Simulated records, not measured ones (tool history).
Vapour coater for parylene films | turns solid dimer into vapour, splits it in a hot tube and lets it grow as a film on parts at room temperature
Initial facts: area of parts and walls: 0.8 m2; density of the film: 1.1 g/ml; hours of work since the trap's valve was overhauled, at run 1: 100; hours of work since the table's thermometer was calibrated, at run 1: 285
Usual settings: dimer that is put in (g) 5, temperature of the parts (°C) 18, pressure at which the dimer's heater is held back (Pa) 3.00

run,day,dimer that is put in (g),temperature of the parts (°C),pressure at which the dimer's heater is held back (Pa),hours of work since the trap's valve was overhauled,hours of work since the table's thermometer was calibrated,thickness of the film (µm)
1,0.000,5,18,3.00,100,285,4.39
2,0.754,5,18,3.00,115,301,4.43
3,1.554,5,18,3.00,132,317,4.41
4,2.300,8,18,3.00,147,333,7.12
5,3.008,8,18,3.00,162,347,6.98
6,3.571,8,18,3.00,173,359,7.02
7,4.271,5,18,3.00,188,373,4.41
8,4.642,5,26,3.00,195,381,3.90
9,5.417,5,26,3.00,211,397,3.86
10,6.129,5,26,3.00,226,412,3.90
11,6.671,5,26,3.00,237,423,3.84
12,7.121,5,26,3.00,246,432,3.86
13,7.488,5,18,3.00,254,440,4.43
14,8.175,3,18,3.00,268,454,2.61
15,8.933,5,11,3.00,284,469,4.90
16,9.383,5,11,3.25,293,479,4.89
17,9.958,5,11,3.25,305,491,4.90
18,10.671,5,11,2.29,319,505,5.12
19,11.058,2,18,3.00,327,513,1.79
20,11.708,2,18,3.00,341,527,1.79
21,12.129,7,18,3.00,350,535,6.20
22,12.804,5,18,3.00,363,549,4.44
23,13.179,5,18,3.00,371,557,4.43
# day 13.538: trap's valve overhauled
24,13.704,5,22,3.00,3,564,4.17
25,14.475,4,14,3.00,19,580,3.84
26,15.233,6,25,3.75,35,596,4.60
27,15.588,7,15,2.59,42,603,6.65
28,16.179,7,18,2.55,54,615,6.34
29,16.629,7,18,2.55,64,625,6.33
30,17.321,3,16,2.55,78,639,2.84
31,18.046,5,23,5.00,93,654,3.81
32,18.425,5,24,2.83,101,662,4.01
33,19.179,5,13,7.48,116,677,4.31
34,19.550,5,12,4.95,124,685,4.59
35,20.054,7,18,10.92,134,695,5.31
36,20.775,7,18,5.39,149,710,5.79
37,21.150,7,18,5.39,157,718,5.75
38,21.667,5,26,11.68,168,728,3.26
39,22.071,4,18,9.41,176,737,3.04
40,22.562,8,13,3.16,186,747,7.66
41,23.329,8,13,3.16,202,763,7.67
42,24.117,3,13,3.16,218,779,2.86
43,24.846,3,26,7.62,233,794,2.05
44,25.638,5,18,3.00,249,810,4.47
45,26.446,5,18,3.00,266,827,4.38
46,26.788,5,14,2.36,273,834,4.88
47,27.392,5,14,2.36,286,846,4.85

Some steps in thickness of the film (µm) between neighbouring runs. How much of each would the tool show without its hidden state too (settings, what came in, random variation), and how much is left for the hidden state, with any gauge scatter that isn't in both results?
Hidden conditions of the tool in this case: vapour lost through the trap's worn valve, %; true temperature of the parts over the reading, C; drift of the gauge itself on film_um, %.
Run 14 -> 15: dimer that is put in (g) 3 -> 5, temperature of the parts (°C) 18 -> 11. thickness of the film (µm) +2.29: hidden state -0.02, all else +2.31.
Run 18 -> 19: dimer that is put in (g) 5 -> 2, temperature of the parts (°C) 11 -> 18, pressure at which the dimer's heater is held back (Pa) 2.29 -> 3.00. thickness of the film (µm) -3.33: hidden state +0.02, all else -3.35.
Run 20 -> 21: dimer that is put in (g) 2 -> 7. thickness of the film (µm) +4.41: hidden state -0.02, all else +4.43.
Run 39 -> 40: dimer that is put in (g) 4 -> 8, temperature of the parts (°C) 18 -> 13, pressure at which the dimer's heater is held back (Pa) 9.41 -> 3.16. thickness of the film (µm) +4.62: hidden state -0.01, all else +4.63.
Run 41 -> 42: dimer that is put in (g) 8 -> 3. thickness of the film (µm) -4.81: hidden state +0.02, all else -4.83.
